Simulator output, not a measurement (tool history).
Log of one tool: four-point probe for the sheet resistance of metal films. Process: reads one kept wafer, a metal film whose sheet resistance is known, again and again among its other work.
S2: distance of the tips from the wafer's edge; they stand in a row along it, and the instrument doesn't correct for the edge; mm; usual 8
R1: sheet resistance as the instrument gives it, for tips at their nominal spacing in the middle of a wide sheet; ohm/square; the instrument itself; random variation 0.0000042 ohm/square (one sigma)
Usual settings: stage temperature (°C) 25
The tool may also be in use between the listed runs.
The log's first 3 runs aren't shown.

{"run": 4, "day": 1.754, "stage temperature (°C)": 25, "S2": 67, "R1": 0.034474}
{"run": 5, "day": 2.671, "stage temperature (°C)": 25, "S2": 28, "R1": 0.034483}
{"run": 6, "day": 3.375, "stage temperature (°C)": 25, "S2": 28, "R1": 0.03448}
{"run": 7, "day": 4.038, "stage temperature (°C)": 25, "S2": 28, "R1": 0.034483}
{"run": 8, "day": 4.508, "stage temperature (°C)": 25, "S2": 4, "R1": 0.034928}
{"run": 9, "day": 4.979, "stage temperature (°C)": 25, "S2": 8, "R1": 0.034592}
{"run": 10, "day": 5.854, "stage temperature (°C)": 25, "S2": 8, "R1": 0.034588}
{"run": 11, "day": 6.379, "stage temperature (°C)": 20, "S2": 8, "R1": 0.034481}
{"run": 12, "day": 7.188, "stage temperature (°C)": 25, "S2": 8, "R1": 0.034594}
{"run": 13, "day": 7.779, "stage temperature (°C)": 25, "S2": 8, "R1": 0.034592}
{"run": 14, "day": 8.612, "stage temperature (°C)": 25, "S2": 8, "R1": 0.034594}
{"run": 15, "day": 9.508, "stage temperature (°C)": 25, "S2": 8, "R1": 0.034596}
{"run": 16, "day": 9.929, "stage temperature (°C)": 25, "S2": 8, "R1": 0.034596}
{"run": 17, "day": 10.838, "stage temperature (°C)": 25, "S2": 8, "R1": 0.034591}
{"run": 18, "day": 11.283, "stage temperature (°C)": 25, "S2": 4, "R1": 0.03494}
{"run": 19, "day": 12.017, "stage temperature (°C)": 32, "S2": 74, "R1": 0.03463}

Forecast run 20:
{"run": 20, "day": 12.825, "stage temperature (°C)": 32, "S2": 74, "R1": "?"}

{"run 20": {"R1": 0.034622}}
Without the tool's hidden state the same run would have given R1 0.034588 ohm/square.

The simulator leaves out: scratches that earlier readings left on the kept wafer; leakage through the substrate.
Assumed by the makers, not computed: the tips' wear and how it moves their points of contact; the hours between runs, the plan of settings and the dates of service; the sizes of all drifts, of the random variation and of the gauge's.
